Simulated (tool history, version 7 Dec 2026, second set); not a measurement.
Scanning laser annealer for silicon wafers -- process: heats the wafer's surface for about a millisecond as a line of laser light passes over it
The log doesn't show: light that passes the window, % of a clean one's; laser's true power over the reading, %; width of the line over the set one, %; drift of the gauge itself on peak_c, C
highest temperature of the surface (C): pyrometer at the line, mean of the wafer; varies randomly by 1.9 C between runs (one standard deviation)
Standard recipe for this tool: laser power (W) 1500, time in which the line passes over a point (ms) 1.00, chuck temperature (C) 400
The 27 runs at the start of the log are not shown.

run    hour  laser power (W)  time in which the line passes over a point (ms)  chuck temperature (C)  hours of work since the window was cleaned  hours of work since the power meter was calibrated  hours of work since the optics were aligned  highest temperature of the surface (C)
 28  1503.5             1529                                             0.98                    393                                         248                                                2871                                          478                                    1124
 29  1577.0             1529                                             0.98                    393                                         291                                                2914                                          522                                    1123
 30  1613.4             1479                                             1.10                    398                                         312                                                2936                                          543                                    1132
 31  1674.2             1508                                             0.81                    394                                         348                                                2971                                          579                                    1039
 32  1731.2             1410                                             0.72                    398                                         382                                                3005                                          612                                     957
 33  1775.4             1332                                             1.00                    398                                         408                                                3031                                          638                                    1008
 34  1816.6             1632                                             0.80                    388                                         432                                                3055                                          663                                    1093
     1867.2  -- window over the wafer cleaned
 35  1880.4             1329                                             0.93                    426                                           8                                                3092                                          699                                    1032
     1922.1  -- optics aligned, line set to its width
 36  1969.2             1634                                             0.93                    371                                          57                                                3141                                           28                                    1172

Predict each of these 4 candidate next runs independently; none follows another, all start after run 36:
  A  2013.5             1500                                             1.18                    400                                          83                                                3167                                           54                                       ?
  B  2013.5             1456                                             0.78                    378                                          83                                                3167                                           54                                       ?
  C  2013.5             1313                                             1.03                    372                                          83                                                3167                                           54                                       ?
  D  2013.5             1479                                             1.25                    371                                          83                                                3167                                           54                                       ?

run  highest temperature of the surface (C)
  A                                    1206
  B                                    1007
  C                                    1008
  D                                    1185
With no hidden state in the tool, these same runs would have given:
run  highest temperature of the surface (C)
  A                                    1201
  B                                    1004
  C                                    1005
  D                                    1181
